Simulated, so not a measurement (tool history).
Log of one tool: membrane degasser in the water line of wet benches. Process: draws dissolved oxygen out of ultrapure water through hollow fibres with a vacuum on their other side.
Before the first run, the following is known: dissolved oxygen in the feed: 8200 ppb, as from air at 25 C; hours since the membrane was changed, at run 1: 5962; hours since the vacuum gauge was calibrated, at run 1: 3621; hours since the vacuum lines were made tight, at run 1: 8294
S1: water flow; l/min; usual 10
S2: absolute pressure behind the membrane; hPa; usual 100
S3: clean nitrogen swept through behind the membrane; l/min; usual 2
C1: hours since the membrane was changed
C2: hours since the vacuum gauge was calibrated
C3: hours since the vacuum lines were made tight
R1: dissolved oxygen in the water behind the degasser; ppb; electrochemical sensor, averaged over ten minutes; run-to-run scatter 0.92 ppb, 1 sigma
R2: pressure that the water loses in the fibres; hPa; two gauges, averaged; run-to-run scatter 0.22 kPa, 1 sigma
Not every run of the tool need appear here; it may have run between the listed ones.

run	hour	S1	S2	S3	C1	C2	C3	R1	R2
1	0	10	100	2	5962	3621	8294	91.8	532.1
2	123.1	10	100	3.16	6085	3744	8417	62.7	526.5
3	243.7	10	100	3.16	6205	3865	8537	60.9	526.2
4	423.1	10	100	2.72	6385	4044	8717	72	526.6
5	520.7	10	100	1.06	6482	4142	8814	163.1	524.4
# hour 551.7: vacuum gauge calibrated
6	672.9	10	204	1.06	6634	121	8966	384.5	529.6
7	786.1	10	84	2.69	6747	234	9079	55.1	529.8
8	911.6	15	124	1.09	6873	360	9205	314	793.5
9	997.9	6	95	2	6959	446	9291	50.3	319
10	1180	15	113	2	7141	628	9473	169.1	797.2

Measured less the same run without the tool's hidden state. The same run-to-run variation is in both; the gauge's scatter may not be:
Unlogged tool condition in this case: membrane still open, %; true pressure behind the membrane over the reading, kPa; air that leaks in behind the membrane, l/min; drift of the gauge itself on oxygen_ppb, %; drift of the gauge itself on loss_of_pressure_kpa, %.
run	R1	R2
1	+5.4	+13.2
2	+4	+13.5
3	+4	+13.7
4	+4.7	+14.1
5	+8.9	+14.3
6	+11.6	+14.7
7	+2.5	+14.9
8	+7.6	+22.9
9	+3	+9.3
10	+6.6	+23.8

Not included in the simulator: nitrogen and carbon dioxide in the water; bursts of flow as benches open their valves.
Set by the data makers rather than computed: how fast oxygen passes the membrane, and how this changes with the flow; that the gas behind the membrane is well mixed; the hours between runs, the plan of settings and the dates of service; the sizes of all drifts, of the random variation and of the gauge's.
